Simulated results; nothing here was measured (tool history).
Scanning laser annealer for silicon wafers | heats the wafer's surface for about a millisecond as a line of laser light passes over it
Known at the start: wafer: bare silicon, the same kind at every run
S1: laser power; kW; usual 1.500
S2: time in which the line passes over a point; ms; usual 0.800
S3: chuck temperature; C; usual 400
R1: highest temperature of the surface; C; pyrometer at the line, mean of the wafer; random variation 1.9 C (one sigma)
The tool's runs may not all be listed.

run 1 hour=0.0 | S1=1.500 S2=0.800 S3=400 | R1=1110
run 2 hour=11.7 | S1=1.500 S2=0.800 S3=400 | R1=1108
run 3 hour=23.9 | S1=1.500 S2=0.800 S3=400 | R1=1109
run 4 hour=37.4 | S1=1.612 S2=0.800 S3=400 | R1=1161
run 5 hour=46.1 | S1=1.612 S2=0.800 S3=400 | R1=1160
run 6 hour=55.4 | S1=1.612 S2=0.800 S3=400 | R1=1160
run 7 hour=63.3 | S1=1.612 S2=0.800 S3=400 | R1=1161
run 8 hour=75.1 | S1=1.500 S2=0.682 S3=400 | R1=1046
run 9 hour=91.8 | S1=1.500 S2=0.682 S3=400 | R1=1050
run 10 hour=108.6 | S1=1.462 S2=0.664 S3=414 | R1=1037
run 11 hour=127.4 | S1=1.522 S2=0.800 S3=400 | R1=1119
run 12 hour=135.3 | S1=1.522 S2=0.751 S3=422 | R1=1120

4 ways to go on from here, each from the tool as it stands after run 12. What would each give?
run A hour=145.5 | S1=1.308 S2=0.751 S3=422 | R1=?
run B hour=145.5 | S1=1.294 S2=0.922 S3=423 | R1=?
run C hour=145.5 | S1=1.505 S2=0.607 S3=385 | R1=?
run D hour=145.5 | S1=1.617 S2=0.790 S3=400 | R1=?

run=A R1=1022
run=B R1=1089
run=C R1=995
run=D R1=1156
Without the tool's hidden state the same runs would have given:
run=A R1=1023
run=B R1=1090
run=C R1=996
run=D R1=1158

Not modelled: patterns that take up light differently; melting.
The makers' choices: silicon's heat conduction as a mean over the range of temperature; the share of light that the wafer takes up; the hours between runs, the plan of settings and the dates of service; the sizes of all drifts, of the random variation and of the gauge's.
